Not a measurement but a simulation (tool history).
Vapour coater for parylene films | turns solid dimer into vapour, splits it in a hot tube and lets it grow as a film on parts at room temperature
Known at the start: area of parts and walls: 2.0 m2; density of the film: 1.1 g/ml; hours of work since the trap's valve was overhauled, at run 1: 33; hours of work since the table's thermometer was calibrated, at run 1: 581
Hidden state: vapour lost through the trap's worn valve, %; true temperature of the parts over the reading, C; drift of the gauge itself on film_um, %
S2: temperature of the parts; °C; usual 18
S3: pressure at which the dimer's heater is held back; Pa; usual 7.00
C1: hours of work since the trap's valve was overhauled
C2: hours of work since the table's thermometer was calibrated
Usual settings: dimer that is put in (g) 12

Run 1, hour 0.0: usual settings; C1 33; C2 581. Result: thickness of the film (µm) 3.24.
Run 2, hour 23.2: usual settings but S2 17 °C; C1 49; C2 597. Result: thickness of the film (µm) 3.39.
Run 3, hour 58.5: usual settings but S2 17 °C; C1 73; C2 621. Result: thickness of the film (µm) 3.39.
Run 4, hour 88.5: usual settings but S2 17 °C; C1 94; C2 641. Result: thickness of the film (µm) 3.41.
Run 5, hour 122.8: usual settings but S2 17 °C; C1 117; C2 665. Result: thickness of the film (µm) 3.38.
Run 6, hour 140.3: usual settings; C1 129; C2 677. Result: thickness of the film (µm) 3.25.
Run 7, hour 155.0: usual settings; C1 139; C2 687. Result: thickness of the film (µm) 3.31.
Run 8, hour 180.2: usual settings; C1 157; C2 704. Result: thickness of the film (µm) 3.29.
Run 9, hour 207.7: usual settings but dimer that is put in (g) 6; C1 175; C2 723. Result: thickness of the film (µm) 1.62.
Run 10, hour 225.3: usual settings but dimer that is put in (g) 6; C1 187; C2 735. Result: thickness of the film (µm) 1.65.
Run 11, hour 255.6: usual settings but dimer that is put in (g) 6; C1 208; C2 756. Result: thickness of the film (µm) 1.62.
Run 12, hour 283.6: usual settings but dimer that is put in (g) 6; C1 227; C2 775. Result: thickness of the film (µm) 1.64.
Run 13, hour 309.2: usual settings but dimer that is put in (g) 6; C1 245; C2 793. Result: thickness of the film (µm) 1.59.
Run 14, hour 340.0: usual settings but dimer that is put in (g) 6; C1 266; C2 814. Result: thickness of the film (µm) 1.61.
Run 15, hour 356.6: usual settings but dimer that is put in (g) 6; C1 277; C2 825. Result: thickness of the film (µm) 1.64.
Run 16, hour 378.3: usual settings but dimer that is put in (g) 6; C1 292; C2 840. Result: thickness of the film (µm) 1.60.
Run 17, hour 398.8: usual settings but dimer that is put in (g) 6; C1 306; C2 854. Result: thickness of the film (µm) 1.67.
Run 18, hour 424.2: usual settings but dimer that is put in (g) 6; C1 324; C2 871. Result: thickness of the film (µm) 1.63.
Run 19, hour 444.9: usual settings but dimer that is put in (g) 6; C1 338; C2 885. Result: thickness of the film (µm) 1.63.
Run 20, hour 463.6: usual settings but dimer that is put in (g) 6; C1 351; C2 898. Result: thickness of the film (µm) 1.63.
Run 21, hour 484.0: usual settings but S3 2.89 Pa; C1 364; C2 912. Result: thickness of the film (µm) 3.51.
Run 22, hour 516.5: usual settings but S2 15 °C, S3 6.35 Pa; C1 387; C2 934. Result: thickness of the film (µm) 3.76.
Run 23, hour 537.5: usual settings but S3 2.96 Pa; C1 401; C2 949. Result: thickness of the film (µm) 3.55.
Run 24, hour 572.4: usual settings but dimer that is put in (g) 9; C1 425; C2 973. Result: thickness of the film (µm) 2.43.
Run 25, hour 601.7: usual settings but dimer that is put in (g) 11, S3 9.62 Pa; C1 445; C2 993. Result: thickness of the film (µm) 2.90.
Run 26, hour 637.2: usual settings but dimer that is put in (g) 19, S2 17 °C, S3 4.20 Pa; C1 469; C2 1017. Result: thickness of the film (µm) 5.67.
Run 27, hour 657.1: usual settings but dimer that is put in (g) 19, S2 17 °C, S3 4.20 Pa; C1 483; C2 1031. Result: thickness of the film (µm) 5.67.
Run 28, hour 682.6: usual settings but dimer that is put in (g) 19, S2 24 °C, S3 8.67 Pa; C1 500; C2 1048. Result: thickness of the film (µm) 3.78.
Run 29, hour 704.8: usual settings but dimer that is put in (g) 19, S2 24 °C, S3 8.67 Pa; C1 516; C2 1063. Result: thickness of the film (µm) 3.79.
Run 30, hour 732.3: usual settings but dimer that is put in (g) 19, S2 24 °C, S3 8.67 Pa; C1 535; C2 1082. Result: thickness of the film (µm) 3.78.

Forecast run 31:
Run 31, hour 750.0: usual settings but dimer that is put in (g) 19, S2 24 °C, S3 8.67 Pa; C1 547; C2 1094. Result: thickness of the film (µm) ?.

{"run 31": {"thickness of the film (µm)": 3.81}}
Without the tool's hidden state the same run would have given thickness of the film (µm) 3.82.
